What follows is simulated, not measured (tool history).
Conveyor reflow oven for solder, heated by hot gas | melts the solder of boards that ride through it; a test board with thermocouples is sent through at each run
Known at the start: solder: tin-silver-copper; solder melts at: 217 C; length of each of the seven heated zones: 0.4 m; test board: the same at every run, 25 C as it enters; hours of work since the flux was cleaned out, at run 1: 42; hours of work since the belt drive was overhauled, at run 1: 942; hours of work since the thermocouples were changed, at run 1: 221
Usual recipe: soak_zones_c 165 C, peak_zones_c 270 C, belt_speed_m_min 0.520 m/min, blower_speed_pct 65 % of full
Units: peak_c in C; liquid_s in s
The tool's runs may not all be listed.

| run | day | soak_zones_c | peak_zones_c | belt_speed_m_min | blower_speed_pct | hours of work since the flux was cleaned out | hours of work since the belt drive was overhauled | hours of work since the thermocouples were changed | peak_c | liquid_s |
|---|---|---|---|---|---|---|---|---|---|---|
| 1 | 0.000 | 165 | 270 | 0.520 | 65 | 42 | 942 | 221 | 253.1 | 68.4 |
| 2 | 1.062 | 165 | 265 | 0.520 | 65 | 61 | 961 | 240 | 248.7 | 64.7 |
|  | 1.842 | belt drive overhauled, speed set with a stopwatch |
| 3 | 2.596 | 165 | 270 | 0.520 | 65 | 86 | 13 | 265 | 253.7 | 69.2 |
| 4 | 4.012 | 165 | 270 | 0.520 | 65 | 111 | 39 | 290 | 254.1 | 69.1 |
| 5 | 4.862 | 165 | 270 | 0.520 | 65 | 126 | 54 | 305 | 253.7 | 69.1 |
|  | 5.888 | belt drive overhauled, speed set with a stopwatch, once more |
| 6 | 5.888 | 161 | 270 | 0.520 | 65 | 141 | 0 | 320 | 251.5 | 62.8 |
| 7 | 7.229 | 161 | 270 | 0.520 | 65 | 165 | 24 | 344 | 251.3 | 63.6 |
| 8 | 8.592 | 178 | 271 | 0.551 | 62 | 189 | 48 | 368 | 252.7 | 66.6 |
| 9 | 9.388 | 178 | 273 | 0.578 | 58 | 203 | 62 | 383 | 251.9 | 61.6 |
| 10 | 10.325 | 170 | 270 | 0.574 | 50 | 220 | 79 | 399 | 246.1 | 53.4 |
| 11 | 11.192 | 171 | 280 | 0.590 | 58 | 236 | 94 | 415 | 255.3 | 60.1 |
|  | 12.154 | flux residue cleaned out of gas plates and filters |
| 12 | 12.508 | 155 | 280 | 0.590 | 58 | 6 | 114 | 434 | 253.6 | 54.3 |
| 13 | 13.521 | 155 | 268 | 0.589 | 65 | 24 | 132 | 452 | 244.5 | 46.4 |

Alternative continuations, all from the tool just after run 13; predict every row:
| A | 14.662 | 165 | 270 | 0.520 | 69 | 45 | 153 | 473 | ? | ? |
| B | 14.662 | 172 | 268 | 0.541 | 63 | 45 | 153 | 473 | ? | ? |
| C | 14.662 | 158 | 270 | 0.589 | 81 | 45 | 153 | 473 | ? | ? |
| D | 14.662 | 175 | 268 | 0.589 | 55 | 45 | 153 | 473 | ? | ? |

| run | peak_c | liquid_s |
|---|---|---|
| A | 253.8 | 66.9 |
| B | 250.6 | 64.0 |
| C | 249.5 | 53.4 |
| D | 246.3 | 55.5 |
Without the tool's hidden state the same runs would have given:
| run | peak_c | liquid_s |
|---|---|---|
| A | 254.6 | 67.3 |
| B | 251.3 | 64.4 |
| C | 250.3 | 54.0 |
| D | 247.1 | 56.0 |
